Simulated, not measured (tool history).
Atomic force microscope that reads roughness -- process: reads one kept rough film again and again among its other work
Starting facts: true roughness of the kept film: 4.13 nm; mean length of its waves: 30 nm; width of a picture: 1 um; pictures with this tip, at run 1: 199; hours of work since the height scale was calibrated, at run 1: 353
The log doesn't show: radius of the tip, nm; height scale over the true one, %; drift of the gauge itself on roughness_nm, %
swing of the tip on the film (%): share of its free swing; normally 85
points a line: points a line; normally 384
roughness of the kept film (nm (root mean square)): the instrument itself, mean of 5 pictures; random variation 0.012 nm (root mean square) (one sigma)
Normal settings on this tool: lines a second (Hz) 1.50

| run | hour | lines a second (Hz) | swing of the tip on the film (%) | points a line | pictures with this tip | hours of work since the height scale was calibrated | roughness of the kept film (nm (root mean square)) |
|---|---|---|---|---|---|---|---|
| 1 | 0.0 | 1.50 | 85 | 384 | 199 | 353 | 2.565 |
| 2 | 32.5 | 1.50 | 85 | 384 | 225 | 367 | 2.542 |
| 3 | 52.9 | 1.50 | 85 | 384 | 241 | 375 | 2.516 |
| 4 | 76.3 | 1.50 | 85 | 384 | 259 | 384 | 2.518 |
| 5 | 98.4 | 1.50 | 75 | 384 | 277 | 393 | 2.684 |
| 6 | 125.3 | 1.50 | 75 | 384 | 298 | 404 | 2.642 |
| 7 | 151.4 | 2.83 | 75 | 384 | 319 | 414 | 2.369 |
| 8 | 193.7 | 1.23 | 70 | 563 | 352 | 431 | 2.727 |
| 9 | 217.5 | 1.23 | 70 | 558 | 371 | 441 | 2.709 |
|  | 254.9 | new tip fitted |
| 10 | 258.7 | 1.50 | 73 | 384 | 3 | 457 | 3.058 |
| 11 | 296.3 | 1.50 | 73 | 384 | 33 | 473 | 3.005 |
| 12 | 314.0 | 2.90 | 67 | 384 | 47 | 480 | 2.849 |
| 13 | 355.5 | 1.18 | 67 | 384 | 80 | 496 | 3.085 |

Here are 3 independent what-if runs from the current tool condition. What would each one return?
| A | 379.3 | 1.50 | 61 | 266 | 98 | 506 | ? |
| B | 379.3 | 2.66 | 66 | 775 | 98 | 506 | ? |
| C | 379.3 | 1.48 | 59 | 794 | 98 | 506 | ? |

| run | roughness of the kept film (nm (root mean square)) |
|---|---|
| A | 3.055 |
| B | 2.879 |
| C | 3.113 |
Without the tool's hidden state the same runs would have given:
| run | roughness of the kept film (nm (root mean square)) |
|---|---|
| A | 3.244 |
| B | 3.057 |
| C | 3.306 |
